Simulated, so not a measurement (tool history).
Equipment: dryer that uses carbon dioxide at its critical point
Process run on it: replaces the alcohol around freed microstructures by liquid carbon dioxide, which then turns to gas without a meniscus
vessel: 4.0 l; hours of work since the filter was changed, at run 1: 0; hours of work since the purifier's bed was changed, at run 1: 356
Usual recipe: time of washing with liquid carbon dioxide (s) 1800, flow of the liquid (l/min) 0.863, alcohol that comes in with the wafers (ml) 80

run   hour  time of washing with liquid carbon dioxide (s)  flow of the liquid (l/min)  alcohol that comes in with the wafers (ml)  hours of work since the filter was changed  hours of work since the purifier's bed was changed  alcohol left in the vessel before it's heated (ppm by volume)
  1    0.0                                            1800                       0.863                                          80                                           0                                                 356                                                            236
  2    9.2                                            1800                       0.863                                          80                                           5                                                 361                                                            238
  3   17.8                                            1800                       0.863                                          80                                          10                                                 366                                                            235
  4   29.0                                            1800                       0.863                                          80                                          17                                                 373                                                            245
  5   42.0                                            1800                       0.863                                          80                                          25                                                 381                                                            245
  6   55.2                                            1800                       0.863                                          80                                          32                                                 388                                                            248
  7   66.4                                            2520                       0.593                                          96                                          39                                                 395                                                            271
  8   80.9                                            1740                       0.863                                          22                                          47                                                 403                                                            229
  9   92.5                                            2580                       0.600                                          34                                          54                                                 410                                                            246
 10  110.1                                            2580                       0.600                                          34                                          64                                                 420                                                            252
 11  124.5                                            2460                       0.630                                          52                                          73                                                 429                                                            249

Below are 3 alternative next runs, each starting from the tool's condition after run 11. Predict each:
  A  133.0                                            1740                       0.630                                          98                                          78                                                 434                                                              ?
  B  133.0                                            1320                       0.785                                          36                                          78                                                 434                                                              ?
  C  133.0                                            1320                       0.558                                          35                                          78                                                 434                                                              ?

run  alcohol left in the vessel before it's heated (ppm by volume)
  A                                                            564
  B                                                            386
  C                                                            693
Without the tool's unlogged condition, the same runs would have read:
run  alcohol left in the vessel before it's heated (ppm by volume)
  A                                                            292
  B                                                            141
  C                                                            429
